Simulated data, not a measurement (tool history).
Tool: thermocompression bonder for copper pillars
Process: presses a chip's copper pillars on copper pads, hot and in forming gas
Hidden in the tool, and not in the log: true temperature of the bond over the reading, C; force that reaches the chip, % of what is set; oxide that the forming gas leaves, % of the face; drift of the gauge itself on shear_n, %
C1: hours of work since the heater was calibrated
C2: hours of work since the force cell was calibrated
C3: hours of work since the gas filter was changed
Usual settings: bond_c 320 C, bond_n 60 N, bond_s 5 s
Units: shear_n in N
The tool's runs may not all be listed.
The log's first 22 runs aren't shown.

{"run": 23, "day": 33.629, "bond_c": 332, "bond_n": 41, "bond_s": 5, "C1": 791, "C2": 604, "C3": 151, "shear_n": 89.6}
{"run": 24, "day": 35.062, "bond_c": 320, "bond_n": 48, "bond_s": 6, "C1": 807, "C2": 620, "C3": 167, "shear_n": 92.5}
{"run": 25, "day": 36.396, "bond_c": 348, "bond_n": 60, "bond_s": 5, "C1": 822, "C2": 634, "C3": 182, "shear_n": 110.5}
{"run": 26, "day": 37.879, "bond_c": 320, "bond_n": 47, "bond_s": 5, "C1": 838, "C2": 651, "C3": 199, "shear_n": 86.2}
{"run": 27, "day": 39.279, "bond_c": 320, "bond_n": 47, "bond_s": 5, "C1": 854, "C2": 666, "C3": 214, "shear_n": 86.4}
{"day": 40.55, "done": "forming gas filter changed"}
{"run": 28, "day": 40.825, "bond_c": 315, "bond_n": 60, "bond_s": 5, "C1": 871, "C2": 683, "C3": 3, "shear_n": 97.6}
{"run": 29, "day": 41.875, "bond_c": 341, "bond_n": 60, "bond_s": 4, "C1": 882, "C2": 695, "C3": 15, "shear_n": 107.4}
{"run": 30, "day": 43.767, "bond_c": 320, "bond_n": 43, "bond_s": 13, "C1": 903, "C2": 716, "C3": 36, "shear_n": 111.9}
{"run": 31, "day": 44.912, "bond_c": 306, "bond_n": 80, "bond_s": 3, "C1": 916, "C2": 729, "C3": 48, "shear_n": 89.4}
{"run": 32, "day": 46.933, "bond_c": 320, "bond_n": 84, "bond_s": 5, "C1": 939, "C2": 751, "C3": 71, "shear_n": 110.4}
{"run": 33, "day": 48.121, "bond_c": 299, "bond_n": 84, "bond_s": 12, "C1": 952, "C2": 764, "C3": 84, "shear_n": 120.1}
{"run": 34, "day": 49.692, "bond_c": 299, "bond_n": 84, "bond_s": 12, "C1": 969, "C2": 782, "C3": 101, "shear_n": 118.8}
{"run": 35, "day": 50.604, "bond_c": 308, "bond_n": 50, "bond_s": 5, "C1": 979, "C2": 792, "C3": 112, "shear_n": 85.1}
{"run": 36, "day": 51.558, "bond_c": 328, "bond_n": 51, "bond_s": 5, "C1": 990, "C2": 802, "C3": 122, "shear_n": 96.3}

4 ways to go on from here, each from the tool as it stands after run 36. What would each give?
{"run": "A", "day": 53.571, "bond_c": 320, "bond_n": 60, "bond_s": 13, "C1": 1012, "C2": 825, "C3": 144, "shear_n": "?"}
{"run": "B", "day": 53.571, "bond_c": 320, "bond_n": 88, "bond_s": 5, "C1": 1012, "C2": 825, "C3": 144, "shear_n": "?"}
{"run": "C", "day": 53.571, "bond_c": 324, "bond_n": 88, "bond_s": 6, "C1": 1012, "C2": 825, "C3": 144, "shear_n": "?"}
{"run": "D", "day": 53.571, "bond_c": 332, "bond_n": 50, "bond_s": 5, "C1": 1012, "C2": 825, "C3": 144, "shear_n": "?"}

run=A shear_n=119
run=B shear_n=111.1
run=C shear_n=115.5
run=D shear_n=96.6
Without the tool's hidden state the same runs would have given:
run=A shear_n=121.7
run=B shear_n=113
run=C shear_n=117.9
run=D shear_n=97.5

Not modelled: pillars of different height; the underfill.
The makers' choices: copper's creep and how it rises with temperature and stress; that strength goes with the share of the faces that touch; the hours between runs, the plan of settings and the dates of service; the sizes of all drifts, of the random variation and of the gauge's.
